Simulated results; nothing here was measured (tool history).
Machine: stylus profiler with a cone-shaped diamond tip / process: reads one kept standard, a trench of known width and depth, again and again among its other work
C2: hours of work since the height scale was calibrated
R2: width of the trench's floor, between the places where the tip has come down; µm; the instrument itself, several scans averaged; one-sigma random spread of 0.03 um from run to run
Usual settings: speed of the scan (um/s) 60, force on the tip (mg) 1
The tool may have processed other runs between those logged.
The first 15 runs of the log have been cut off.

{"run": 16, "day": 12.3, "speed of the scan (um/s)": 36, "force on the tip (mg)": 1, "scans with this tip": 5298, "C2": 465, "depth of the trench (Å)": 1008.1, "R2": 97.67}
{"run": 17, "day": 12.858, "speed of the scan (um/s)": 60, "force on the tip (mg)": 1.98, "scans with this tip": 5410, "C2": 475, "depth of the trench (Å)": 1012.3, "R2": 97.66}
{"run": 18, "day": 13.662, "speed of the scan (um/s)": 60, "force on the tip (mg)": 1.98, "scans with this tip": 5571, "C2": 489, "depth of the trench (Å)": 1011.8, "R2": 97.6}
{"run": 19, "day": 14.408, "speed of the scan (um/s)": 60, "force on the tip (mg)": 0.4, "scans with this tip": 5721, "C2": 502, "depth of the trench (Å)": 1005.5, "R2": 97.33}
{"run": 20, "day": 15.292, "speed of the scan (um/s)": 60, "force on the tip (mg)": 0.4, "scans with this tip": 5899, "C2": 518, "depth of the trench (Å)": 1005.5, "R2": 97.25}
{"run": 21, "day": 16.042, "speed of the scan (um/s)": 60, "force on the tip (mg)": 0.4, "scans with this tip": 6050, "C2": 531, "depth of the trench (Å)": 1005.3, "R2": 97.33}
{"run": 22, "day": 16.708, "speed of the scan (um/s)": 60, "force on the tip (mg)": 0.4, "scans with this tip": 6184, "C2": 543, "depth of the trench (Å)": 1004.8, "R2": 97.22}
{"run": 23, "day": 17.533, "speed of the scan (um/s)": 60, "force on the tip (mg)": 1, "scans with this tip": 6349, "C2": 557, "depth of the trench (Å)": 1009.3, "R2": 97.42}
{"run": 24, "day": 18.442, "speed of the scan (um/s)": 185, "force on the tip (mg)": 1, "scans with this tip": 6532, "C2": 573, "depth of the trench (Å)": 1009.8, "R2": 96.74}
{"run": 25, "day": 19.204, "speed of the scan (um/s)": 18, "force on the tip (mg)": 0.46, "scans with this tip": 6685, "C2": 587, "depth of the trench (Å)": 1006.1, "R2": 97.54}
{"day": 19.275, "done": "height scale calibrated on a step standard"}
{"run": 26, "day": 20.112, "speed of the scan (um/s)": 135, "force on the tip (mg)": 0.56, "scans with this tip": 6864, "C2": 15, "depth of the trench (Å)": 1007.6, "R2": 96.67}
{"run": 27, "day": 21.183, "speed of the scan (um/s)": 135, "force on the tip (mg)": 0.56, "scans with this tip": 7078, "C2": 34, "depth of the trench (Å)": 1007.9, "R2": 96.67}
{"run": 28, "day": 22.192, "speed of the scan (um/s)": 135, "force on the tip (mg)": 0.56, "scans with this tip": 7281, "C2": 51, "depth of the trench (Å)": 1008.5, "R2": 96.66}
{"run": 29, "day": 22.729, "speed of the scan (um/s)": 60, "force on the tip (mg)": 0.37, "scans with this tip": 7389, "C2": 61, "depth of the trench (Å)": 1007.8, "R2": 97.06}
{"day": 22.842, "done": "height scale calibrated on a step standard, once more"}
{"run": 30, "day": 23.758, "speed of the scan (um/s)": 90, "force on the tip (mg)": 2.14, "scans with this tip": 7592, "C2": 16, "depth of the trench (Å)": 1010.8, "R2": 97.31}
{"run": 31, "day": 24.288, "speed of the scan (um/s)": 90, "force on the tip (mg)": 2.14, "scans with this tip": 7699, "C2": 26, "depth of the trench (Å)": 1011.5, "R2": 97.22}
{"run": 32, "day": 25.038, "speed of the scan (um/s)": 90, "force on the tip (mg)": 2.14, "scans with this tip": 7849, "C2": 39, "depth of the trench (Å)": 1011.3, "R2": 97.23}
{"run": 33, "day": 26.054, "speed of the scan (um/s)": 90, "force on the tip (mg)": 2.14, "scans with this tip": 8053, "C2": 57, "depth of the trench (Å)": 1010.5, "R2": 97.18}
{"run": 34, "day": 26.6, "speed of the scan (um/s)": 90, "force on the tip (mg)": 2.14, "scans with this tip": 8163, "C2": 66, "depth of the trench (Å)": 1011.4, "R2": 97.2}
{"run": 35, "day": 27.462, "speed of the scan (um/s)": 82, "force on the tip (mg)": 0.43, "scans with this tip": 8337, "C2": 82, "depth of the trench (Å)": 1004.1, "R2": 96.88}
{"run": 36, "day": 28.196, "speed of the scan (um/s)": 135, "force on the tip (mg)": 0.79, "scans with this tip": 8483, "C2": 94, "depth of the trench (Å)": 1005.6, "R2": 96.68}
{"day": 28.471, "done": "new tip fitted, height scale calibrated"}
{"run": 37, "day": 28.808, "speed of the scan (um/s)": 135, "force on the tip (mg)": 0.79, "scans with this tip": 68, "C2": 6, "depth of the trench (Å)": 1006.3, "R2": 97.82}
{"run": 38, "day": 29.388, "speed of the scan (um/s)": 174, "force on the tip (mg)": 0.65, "scans with this tip": 184, "C2": 16, "depth of the trench (Å)": 1005.5, "R2": 97.41}
{"run": 39, "day": 30.517, "speed of the scan (um/s)": 34, "force on the tip (mg)": 0.94, "scans with this tip": 412, "C2": 36, "depth of the trench (Å)": 1006.2, "R2": 98.31}

The next listed run, before its measurement:
{"run": 40, "day": 31.417, "speed of the scan (um/s)": 25, "force on the tip (mg)": 0.6, "scans with this tip": 592, "C2": 52, "depth of the trench (Å)": "?", "R2": "?"}

{"run 40": {"depth of the trench (Å)": 1005, "R2": 98.35}}
Had the tool carried no hidden state, the very same run would have given depth of the trench (Å) 1004.6, R2 98.46 µm.
